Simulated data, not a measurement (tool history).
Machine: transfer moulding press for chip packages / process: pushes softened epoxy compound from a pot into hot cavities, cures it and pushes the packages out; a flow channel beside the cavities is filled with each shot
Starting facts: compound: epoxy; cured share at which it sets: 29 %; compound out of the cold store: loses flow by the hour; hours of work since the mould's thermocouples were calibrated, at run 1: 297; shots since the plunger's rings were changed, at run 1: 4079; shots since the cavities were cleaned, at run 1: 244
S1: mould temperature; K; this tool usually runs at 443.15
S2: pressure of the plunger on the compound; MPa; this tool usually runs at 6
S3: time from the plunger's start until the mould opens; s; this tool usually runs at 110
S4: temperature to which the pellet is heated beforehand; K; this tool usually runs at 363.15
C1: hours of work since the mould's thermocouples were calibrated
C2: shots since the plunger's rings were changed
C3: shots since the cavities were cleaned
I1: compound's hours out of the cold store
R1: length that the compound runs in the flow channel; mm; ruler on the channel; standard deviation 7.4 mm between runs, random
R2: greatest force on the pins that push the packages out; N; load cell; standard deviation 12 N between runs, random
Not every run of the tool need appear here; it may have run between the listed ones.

{"run": 1, "hour": 0.0, "S1": 443.15, "S2": 6, "S3": 110, "S4": 363.15, "C1": 297, "C2": 4079, "C3": 244, "I1": 19.3, "R1": 973, "R2": 682}
{"run": 2, "hour": 9.8, "S1": 443.15, "S2": 6, "S3": 110, "S4": 363.15, "C1": 301, "C2": 4153, "C3": 318, "I1": 14.2, "R1": 992, "R2": 701}
{"run": 3, "hour": 22.9, "S1": 443.15, "S2": 6.42, "S3": 110, "S4": 363.15, "C1": 307, "C2": 4253, "C3": 418, "I1": 42.1, "R1": 898, "R2": 698}
{"run": 4, "hour": 35.5, "S1": 443.15, "S2": 6.42, "S3": 110, "S4": 363.15, "C1": 313, "C2": 4348, "C3": 513, "I1": 15.3, "R1": 1013, "R2": 809}
{"run": 5, "hour": 47.8, "S1": 443.15, "S2": 6.42, "S3": 110, "S4": 363.15, "C1": 319, "C2": 4441, "C3": 606, "I1": 20.9, "R1": 998, "R2": 822}
{"run": 6, "hour": 55.2, "S1": 443.15, "S2": 6.42, "S3": 110, "S4": 363.15, "C1": 322, "C2": 4498, "C3": 663, "I1": 43.2, "R1": 898, "R2": 797}
{"run": 7, "hour": 68.8, "S1": 443.15, "S2": 6.42, "S3": 110, "S4": 363.15, "C1": 328, "C2": 4601, "C3": 766, "I1": 39, "R1": 910, "R2": 828}
{"hour": 73.2, "done": "cavities cleaned with cleaning compound and waxed"}
{"run": 8, "hour": 83.7, "S1": 443.15, "S2": 6.42, "S3": 110, "S4": 363.15, "C1": 334, "C2": 4702, "C3": 80, "I1": 28, "R1": 951, "R2": 924}
{"run": 9, "hour": 90.7, "S1": 443.15, "S2": 6.42, "S3": 135, "S4": 363.15, "C1": 337, "C2": 4755, "C3": 133, "I1": 23.1, "R1": 976, "R2": 782}
{"run": 10, "hour": 104.3, "S1": 443.15, "S2": 6, "S3": 110, "S4": 368.15, "C1": 343, "C2": 4858, "C3": 236, "I1": 8.7, "R1": 1002, "R2": 964}
{"hour": 118.9, "done": "cavities cleaned with cleaning compound and waxed, once more"}
{"run": 11, "hour": 119.3, "S1": 443.15, "S2": 6, "S3": 110, "S4": 368.15, "C1": 350, "C2": 4961, "C3": 4, "I1": 8.7, "R1": 1014, "R2": 535}
{"hour": 127.8, "done": "mould's thermocouples calibrated"}
{"run": 12, "hour": 129.4, "S1": 443.15, "S2": 6, "S3": 110, "S4": 368.15, "C1": 1, "C2": 5022, "C3": 65, "I1": 10.8, "R1": 1008, "R2": 593}
{"run": 13, "hour": 141.6, "S1": 443.15, "S2": 6, "S3": 110, "S4": 368.15, "C1": 6, "C2": 5115, "C3": 158, "I1": 33.9, "R1": 893, "R2": 644}
{"run": 14, "hour": 152.0, "S1": 443.15, "S2": 6, "S3": 110, "S4": 368.15, "C1": 11, "C2": 5194, "C3": 237, "I1": 16.9, "R1": 978, "R2": 727}
{"run": 15, "hour": 161.8, "S1": 443.15, "S2": 5.46, "S3": 110, "S4": 368.15, "C1": 15, "C2": 5268, "C3": 311, "I1": 22.1, "R1": 910, "R2": 736}
{"run": 16, "hour": 176.3, "S1": 443.15, "S2": 5.46, "S3": 110, "S4": 368.15, "C1": 22, "C2": 5378, "C3": 421, "I1": 41.4, "R1": 830, "R2": 762}
{"run": 17, "hour": 190.9, "S1": 443.15, "S2": 5.46, "S3": 110, "S4": 368.15, "C1": 28, "C2": 5489, "C3": 532, "I1": 32.1, "R1": 860, "R2": 793}
{"run": 18, "hour": 200.3, "S1": 443.15, "S2": 5.05, "S3": 110, "S4": 366.15, "C1": 33, "C2": 5560, "C3": 603, "I1": 27, "R1": 840, "R2": 815}
{"run": 19, "hour": 210.8, "S1": 443.15, "S2": 5.05, "S3": 145, "S4": 355.15, "C1": 37, "C2": 5639, "C3": 682, "I1": 34, "R1": 825, "R2": 678}
{"run": 20, "hour": 219.1, "S1": 443.15, "S2": 5.05, "S3": 145, "S4": 355.15, "C1": 41, "C2": 5703, "C3": 746, "I1": 33.9, "R1": 814, "R2": 700}
{"hour": 226.9, "done": "cavities cleaned with cleaning compound and waxed"}
{"run": 21, "hour": 233.2, "S1": 443.15, "S2": 6.77, "S3": 110, "S4": 370.15, "C1": 47, "C2": 5798, "C3": 48, "I1": 19.2, "R1": 1016, "R2": 569}
{"run": 22, "hour": 241.2, "S1": 443.15, "S2": 4.7, "S3": 120, "S4": 362.15, "C1": 50, "C2": 5858, "C3": 108, "I1": 19.3, "R1": 850, "R2": 564}
{"run": 23, "hour": 252.2, "S1": 441.15, "S2": 6.66, "S3": 105, "S4": 358.15, "C1": 55, "C2": 5942, "C3": 192, "I1": 11.8, "R1": 1043, "R2": 899}
{"run": 24, "hour": 259.1, "S1": 448.15, "S2": 5.85, "S3": 105, "S4": 358.15, "C1": 59, "C2": 5994, "C3": 244, "I1": 12, "R1": 945, "R2": 573}
{"run": 25, "hour": 268.9, "S1": 443.15, "S2": 5.51, "S3": 110, "S4": 370.15, "C1": 63, "C2": 6069, "C3": 319, "I1": 35.8, "R1": 839, "R2": 712}
{"run": 26, "hour": 275.2, "S1": 449.15, "S2": 7.24, "S3": 110, "S4": 363.15, "C1": 66, "C2": 6117, "C3": 367, "I1": 44.8, "R1": 903, "R2": 608}
{"run": 27, "hour": 282.1, "S1": 449.15, "S2": 6.57, "S3": 110, "S4": 363.15, "C1": 69, "C2": 6169, "C3": 419, "I1": 8.7, "R1": 1008, "R2": 638}
{"run": 28, "hour": 292.3, "S1": 449.15, "S2": 5.71, "S3": 110, "S4": 365.15, "C1": 74, "C2": 6246, "C3": 496, "I1": 31.1, "R1": 853, "R2": 646}
{"run": 29, "hour": 305.1, "S1": 449.15, "S2": 5.71, "S3": 110, "S4": 365.15, "C1": 79, "C2": 6343, "C3": 593, "I1": 11, "R1": 927, "R2": 689}

Subtracting, for every run, the result it would have given without the tool's unlogged condition from the measured result gives the following. The same run-to-run variation enters both numbers; the gauge's scatter may not:
The tool's hidden condition here consists of: true mould temperature over the reading, C; pressure that reaches the compound, % of what is set; grip of the stained cavities, % over clean ones'; drift of the gauge itself on flow_mm, %; drift of the gauge itself on push_out_n, %.
run=1 R1=-42 R2=+127
run=2 R1=-43 R2=+160
run=3 R1=-39 R2=+195
run=4 R1=-45 R2=+243
run=5 R1=-45 R2=+273
run=6 R1=-41 R2=+279
run=7 R1=-43 R2=+305
run=8 R1=-46 R2=+390
run=9 R1=-48 R2=+344
run=10 R1=-50 R2=+416
run=11 R1=-51 R2=-14
run=12 R1=-46 R2=+60
run=13 R1=-42 R2=+114
run=14 R1=-46 R2=+167
run=15 R1=-44 R2=+195
run=16 R1=-41 R2=+237
run=17 R1=-44 R2=+273
run=18 R1=-43 R2=+299
run=19 R1=-43 R2=+254
run=20 R1=-43 R2=+270
run=21 R1=-54 R2=+45
run=22 R1=-46 R2=+77
run=23 R1=-57 R2=+181
run=24 R1=-53 R2=+133
run=25 R1=-47 R2=+190
run=26 R1=-52 R2=+174
run=27 R1=-58 R2=+196
run=28 R1=-49 R2=+213
run=29 R1=-56 R2=+250
